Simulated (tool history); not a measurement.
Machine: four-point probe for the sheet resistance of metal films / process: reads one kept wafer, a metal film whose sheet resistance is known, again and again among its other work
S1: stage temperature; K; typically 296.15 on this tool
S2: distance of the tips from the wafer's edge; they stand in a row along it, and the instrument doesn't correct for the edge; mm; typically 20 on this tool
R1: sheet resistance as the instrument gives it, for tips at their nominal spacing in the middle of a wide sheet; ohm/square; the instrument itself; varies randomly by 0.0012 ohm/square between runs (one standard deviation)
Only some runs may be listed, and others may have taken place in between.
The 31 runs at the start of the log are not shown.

{"run": 32, "day": 27.046, "S1": 301.15, "S2": 31, "R1": 6.143958}
{"run": 33, "day": 27.833, "S1": 291.15, "S2": 31, "R1": 6.177365}
{"run": 34, "day": 29.129, "S1": 298.15, "S2": 24, "R1": 6.152924}
{"run": 35, "day": 30.283, "S1": 305.15, "S2": 5, "R1": 6.181884}
{"run": 36, "day": 31.183, "S1": 303.15, "S2": 3, "R1": 6.281226}
{"run": 37, "day": 32.354, "S1": 293.15, "S2": 5, "R1": 6.220902}
{"run": 38, "day": 33.488, "S1": 293.15, "S2": 37, "R1": 6.165936}
{"run": 39, "day": 34.05, "S1": 293.15, "S2": 37, "R1": 6.169258}
{"run": 40, "day": 34.621, "S1": 308.15, "S2": 5, "R1": 6.17233}
{"run": 41, "day": 35.479, "S1": 296.15, "S2": 4, "R1": 6.238691}
{"run": 42, "day": 36.642, "S1": 291.15, "S2": 4, "R1": 6.257547}
{"run": 43, "day": 37.817, "S1": 298.15, "S2": 66, "R1": 6.147263}
{"run": 44, "day": 38.467, "S1": 307.15, "S2": 28, "R1": 6.11986}

Predict each of these 5 candidate next runs independently; none follows another, all start after run 44:
{"run": "A", "day": 39.742, "S1": 294.15, "S2": 28, "R1": "?"}
{"run": "B", "day": 39.742, "S1": 294.15, "S2": 28, "R1": "?"}
{"run": "C", "day": 39.742, "S1": 295.15, "S2": 28, "R1": "?"}
{"run": "D", "day": 39.742, "S1": 296.15, "S2": 8, "R1": "?"}
{"run": "E", "day": 39.742, "S1": 291.15, "S2": 5, "R1": "?"}

run=A R1=6.163832
run=B R1=6.161622
run=C R1=6.159568
run=D R1=6.173901
run=E R1=6.223909
Stripped of hidden state, with their random variation kept, the same runs would have yielded:
run=A R1=6.208137
run=B R1=6.205911
run=C R1=6.203840
run=D R1=6.218262
run=E R1=6.268627
